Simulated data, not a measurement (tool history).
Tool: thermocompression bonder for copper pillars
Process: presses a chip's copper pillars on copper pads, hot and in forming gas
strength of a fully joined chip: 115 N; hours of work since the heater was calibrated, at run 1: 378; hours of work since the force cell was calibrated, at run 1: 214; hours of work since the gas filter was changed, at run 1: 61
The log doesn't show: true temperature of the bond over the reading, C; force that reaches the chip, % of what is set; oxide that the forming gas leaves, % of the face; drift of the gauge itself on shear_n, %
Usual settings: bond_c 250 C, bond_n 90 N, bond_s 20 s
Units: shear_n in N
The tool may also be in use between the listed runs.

run	hour	bond_c	bond_n	bond_s	hours of work since the heater was calibrated	hours of work since the force cell was calibrated	hours of work since the gas filter was changed	shear_n
1	0	250	90	20	378	214	61	69.4
2	10.2	236	90	20	383	220	67	56.8
3	16.5	270	90	20	387	223	71	84.9
4	22	250	68	20	390	227	74	55.2
5	34.3	250	128	20	397	234	81	88.1
6	40.3	250	128	20	401	237	84	84.8
7	49.2	250	128	20	406	242	89	86.3
8	62.5	250	128	20	413	250	97	87.5
9	72.3	250	90	20	419	255	102	70.5
10	85.5	250	90	34	426	263	110	79.8
11	91.6	250	90	34	430	266	114	81.1
12	102.1	250	90	34	436	272	119	80.1
13	112.5	250	90	34	442	278	125	79.4
14	124	250	90	34	448	285	132	80.1
15	136.3	250	55	38	455	292	139	57.2
16	149.5	250	55	38	463	299	147	58.1
17	159.6	250	90	49	469	305	152	88
18	172	250	99	17	476	312	160	71
19	178.1	274	117	20	479	316	163	98.6
20	184.6	255	90	28	483	320	167	81.7
21	191.7	250	64	36	487	324	171	62.9
22	199	250	64	36	491	328	175	64.3
23	206	235	90	20	495	332	179	58
24	215.3	275	79	20	501	337	184	83.5
25	222	276	90	20	504	341	188	90.1
26	230.1	250	134	58	509	346	193	105.8
27	243.3	277	114	11	517	353	200	88.4

3 ways to go on from here, each from the tool as it stands after run 27. What would each give?
A	249	277	110	20	520	356	204	?
B	249	277	112	17	520	356	204	?
C	249	267	114	11	520	356	204	?

run	shear_n
A	98.6
B	95.2
C	83.1
Without the tool's hidden state the same runs would have given:
run	shear_n
A	99.1
B	95.8
C	83.6
